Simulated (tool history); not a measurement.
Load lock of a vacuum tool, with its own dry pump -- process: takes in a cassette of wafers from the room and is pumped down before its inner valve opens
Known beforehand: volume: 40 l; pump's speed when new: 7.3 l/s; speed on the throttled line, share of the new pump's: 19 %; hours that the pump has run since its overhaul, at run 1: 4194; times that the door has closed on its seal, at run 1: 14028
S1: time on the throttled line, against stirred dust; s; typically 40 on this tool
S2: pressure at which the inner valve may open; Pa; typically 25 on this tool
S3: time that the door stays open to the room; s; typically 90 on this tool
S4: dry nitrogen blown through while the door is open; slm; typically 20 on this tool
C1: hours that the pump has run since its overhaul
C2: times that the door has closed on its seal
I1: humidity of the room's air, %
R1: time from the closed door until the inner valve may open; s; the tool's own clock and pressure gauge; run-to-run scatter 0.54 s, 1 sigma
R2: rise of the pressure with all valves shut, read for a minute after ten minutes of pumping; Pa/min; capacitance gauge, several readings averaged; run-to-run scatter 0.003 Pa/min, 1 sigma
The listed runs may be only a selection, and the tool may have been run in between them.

Run 1, hour 0.0: usual settings; C1 4194; C2 14028; I1 46.9. Result: R1 78.4 s, R2 0.157 Pa/min.
Run 2, hour 258.0: usual settings; C1 4452; C2 14448; I1 44.2. Result: R1 79.4 s, R2 0.156 Pa/min.
Run 3, hour 613.9: usual settings; C1 4808; C2 15027; I1 44.5. Result: R1 79.4 s, R2 0.158 Pa/min.
Run 4, hour 985.7: usual settings; C1 5180; C2 15632; I1 43.8. Result: R1 77.8 s, R2 0.164 Pa/min.
Run 5, hour 1262.5: usual settings but S3 28 s; C1 5456; C2 16082; I1 47.8. Result: R1 79.3 s, R2 0.150 Pa/min.
Run 6, hour 1548.4: usual settings but S3 28 s; C1 5742; C2 16548; I1 44.8. Result: R1 79.2 s, R2 0.152 Pa/min.
Run 7, hour 1778.8: usual settings but S3 28 s; C1 5973; C2 16922; I1 44.5. Result: R1 79.0 s, R2 0.157 Pa/min.
Run 8, hour 2161.4: usual settings but S3 76 s; C1 6355; C2 17545; I1 45.2. Result: R1 78.6 s, R2 0.175 Pa/min.
Run 9, hour 2568.2: usual settings but S3 142 s; C1 6762; C2 18207; I1 45.5. Result: R1 79.2 s, R2 0.205 Pa/min.
Run 10, hour 2927.3: usual settings but S3 142 s; C1 7121; C2 18791; I1 45.9. Result: R1 79.1 s, R2 0.213 Pa/min.
Run 11, hour 3162.4: usual settings but S3 142 s; C1 7356; C2 19174; I1 46.4. Result: R1 78.8 s, R2 0.220 Pa/min.
Run 12, hour 3365.5: usual settings; C1 7559; C2 19505; I1 44.2. Result: R1 79.7 s, R2 0.214 Pa/min.
Run 13, hour 3711.6: usual settings; C1 7906; C2 20068; I1 44.8. Result: R1 79.6 s, R2 0.217 Pa/min.
Run 14, hour 3893.0: usual settings but S2 38 Pa; C1 8087; C2 20363; I1 50.4. Result: R1 77.3 s, R2 0.225 Pa/min.
Run 15, hour 4106.8: usual settings; C1 8301; C2 20711; I1 43.4. Result: R1 79.9 s, R2 0.223 Pa/min.
Run 16, hour 4378.3: usual settings; C1 8572; C2 21153; I1 48.2. Result: R1 78.8 s, R2 0.238 Pa/min.
Run 17, hour 4760.7: usual settings; C1 8955; C2 21775; I1 43.5. Result: R1 79.4 s, R2 0.237 Pa/min.
Run 18, hour 4955.6: usual settings; C1 9150; C2 22092; I1 48.6. Result: R1 79.6 s, R2 0.242 Pa/min.
Run 19, hour 5219.4: usual settings but S3 27 s, S4 13 slm; C1 9413; C2 22521; I1 44.5. Result: R1 79.0 s, R2 0.229 Pa/min.
Run 20, hour 5435.3: usual settings but S3 27 s, S4 13 slm; C1 9629; C2 22873; I1 45.0. Result: R1 79.8 s, R2 0.236 Pa/min.
Run 21, hour 5614.0: usual settings but S4 11 slm; C1 9808; C2 23163; I1 42.7. Result: R1 79.6 s, R2 0.272 Pa/min.
Run 22, hour 5908.2: usual settings but S1 78 s, S2 32 Pa, S3 35 s, S4 41 slm; C1 10102; C2 23642; I1 48.0. Result: R1 108.5 s, R2 0.236 Pa/min.
Run 23, hour 6156.5: usual settings but S1 78 s, S2 32 Pa, S3 35 s, S4 41 slm; C1 10350; C2 24046; I1 40.2. Result: R1 108.9 s, R2 0.240 Pa/min.
Run 24, hour 6555.1: usual settings but S3 61 s, S4 5 slm; C1 10749; C2 24695; I1 44.3. Result: R1 80.2 s, R2 0.292 Pa/min.
Run 25, hour 6852.9: usual settings but S1 24 s, S2 21 Pa; C1 11047; C2 25179; I1 42.3. Result: R1 68.4 s, R2 0.282 Pa/min.
Run 26, hour 7036.2: usual settings but S1 39 s, S2 45 Pa, S3 210 s; C1 11230; C2 25478; I1 44.5. Result: R1 75.5 s, R2 0.318 Pa/min.
Run 27, hour 7205.9: usual settings but S1 39 s, S2 45 Pa, S3 210 s; C1 11400; C2 25754; I1 45.3. Result: R1 75.2 s, R2 0.327 Pa/min.
Run 28, hour 7418.0: usual settings but S1 65 s; C1 11612; C2 26099; I1 46.1. Result: R1 100.7 s, R2 0.304 Pa/min.
Run 29, hour 7804.6: usual settings but S1 65 s; C1 11999; C2 26728; I1 45.1. Result: R1 100.3 s, R2 0.316 Pa/min.
Run 30, hour 8000.0: usual settings but S1 65 s; C1 12194; C2 27046; I1 46.0. Result: R1 100.8 s, R2 0.318 Pa/min.
Run 31, hour 8196.2: usual settings but S1 61 s; C1 12390; C2 27365; I1 49.1. Result: R1 96.3 s, R2 0.321 Pa/min.
Run 32, hour 8434.2: usual settings but S2 22 Pa, S4 8 slm; C1 12628; C2 27753; I1 44.9. Result: R1 81.0 s, R2 0.349 Pa/min.
Run 33, hour 8836.8: usual settings but S1 55 s, S2 19 Pa, S3 161 s, S4 25 slm; C1 13031; C2 28408; I1 42.7. Result: R1 94.2 s, R2 0.347 Pa/min.
Run 34, hour 9092.1: usual settings but S1 37 s, S2 40 Pa, S3 157 s, S4 6 slm; C1 13286; C2 28823; I1 43.8. Result: R1 75.8 s, R2 0.396 Pa/min.
Run 35, hour 9317.9: usual settings but S1 22 s, S2 29 Pa, S3 28 s, S4 6 slm; C1 13512; C2 29191; I1 47.4. Result: R1 65.2 s, R2 0.351 Pa/min.
Run 36, hour 9525.8: usual settings but S1 22 s, S2 29 Pa, S3 43 s, S4 6 slm; C1 13720; C2 29529; I1 46.1. Result: R1 66.2 s, R2 0.369 Pa/min.

For some of the steps in R1 from one run to the next: how much would appear even if the tool had no hidden state, given the settings, what came in and random variation, and how much remains for the hidden state plus any gauge scatter that the measured result and the result without hidden state don't share?
Hidden state present: pump's speed, % of a new pump's; leak at the door's seal, Pa l/s; drift of the gauge itself on ready_s, %; drift of the gauge itself on rise_pa_min, %.
Run 21 -> 22: S1 40 -> 78, S2 25 -> 32, S3 90 -> 35, S4 11 -> 41. R1 +28.9 s: hidden state -0.4, all else +29.3.
Run 23 -> 24: S1 78 -> 40, S2 32 -> 25, S3 35 -> 61, S4 41 -> 5. R1 -28.7 s: hidden state +0.5, all else -29.2.
Run 27 -> 28: S1 39 -> 65, S2 45 -> 25, S3 210 -> 90. R1 +25.5 s: hidden state -0.1, all else +25.6.
Run 31 -> 32: S1 61 -> 40, S2 25 -> 22, S4 20 -> 8. R1 -15.3 s: hidden state +0.4, all else -15.7.
